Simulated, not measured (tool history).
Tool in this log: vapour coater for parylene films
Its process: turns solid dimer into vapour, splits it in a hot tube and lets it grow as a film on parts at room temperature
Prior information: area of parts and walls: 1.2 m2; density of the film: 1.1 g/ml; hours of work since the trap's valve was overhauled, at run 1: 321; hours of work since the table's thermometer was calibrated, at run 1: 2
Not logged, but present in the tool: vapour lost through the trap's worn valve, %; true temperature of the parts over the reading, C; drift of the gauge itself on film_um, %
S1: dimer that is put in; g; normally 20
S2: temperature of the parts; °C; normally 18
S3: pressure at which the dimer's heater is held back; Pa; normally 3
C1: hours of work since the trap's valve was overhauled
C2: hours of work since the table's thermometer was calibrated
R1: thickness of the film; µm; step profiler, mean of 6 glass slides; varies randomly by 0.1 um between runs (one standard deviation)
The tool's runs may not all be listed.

run   hour  S1  S2     S3   C1   C2     R1
  1      0  20  18      3  321    2  12.34
  2   23.8  20  18      3  337   18  12.43
  3   52.2  20  18   4.16  356   37  11.67
  4   69.4  16  18   4.16  367   48   9.32
  5   91.8  16  18   4.16  382   63   9.33
  6  104.1  20  18      3  390   71  12.54
  7  124.7  20  18   2.61  404   85  12.89
  8  147.3   9  18      3  419  100   5.58
  9  161.1   9  18      3  428  109   5.61
 10    181   9  18      3  441  122   5.63
 11  200.4   9  18      3  454  135   5.62
 12  230.6  20  18      3  474  155  12.29
 13  256.8  20  18      3  491  172  12.37
 14  270.5  11  18   5.29  501  181   6.07
 15  290.7  36  18   4.96  514  195  20.36
 16  320.9  12  18   4.96  534  215   6.76
 17  344.4  10  18   8.28  550  230   5.03
 18  372.9  12  20   6.42  568  249   5.95
 19  391.3  20  18   5.37  581  261  10.94
     410.9  -- trap's valve overhauled
 20  411.1  20  30   4.46    0  272   7.26
 21  424.5  35  29  10.27    9  281  11.19
 22  441.3  35  29  10.27   20  292   11.1
 23  460.8  35  29  10.27   33  305  10.99

Subtracting, for every run, the result it would have given without the tool's unlogged condition from the measured result gives the following. The same run-to-run variation enters both numbers; the gauge's scatter may not:
run     R1
  1  -0.04
  2  -0.04
  3  -0.04
  4  -0.03
  5  -0.04
  6  -0.05
  7  -0.05
  8  -0.03
  9  -0.02
 10  -0.03
 11  -0.03
 12  -0.06
 13  -0.06
 14  -0.04
 15  -0.11
 16  -0.04
 17  -0.03
 18  -0.03
 19  -0.07
 20     +0
 21     +0
 22  -0.01
 23  -0.01

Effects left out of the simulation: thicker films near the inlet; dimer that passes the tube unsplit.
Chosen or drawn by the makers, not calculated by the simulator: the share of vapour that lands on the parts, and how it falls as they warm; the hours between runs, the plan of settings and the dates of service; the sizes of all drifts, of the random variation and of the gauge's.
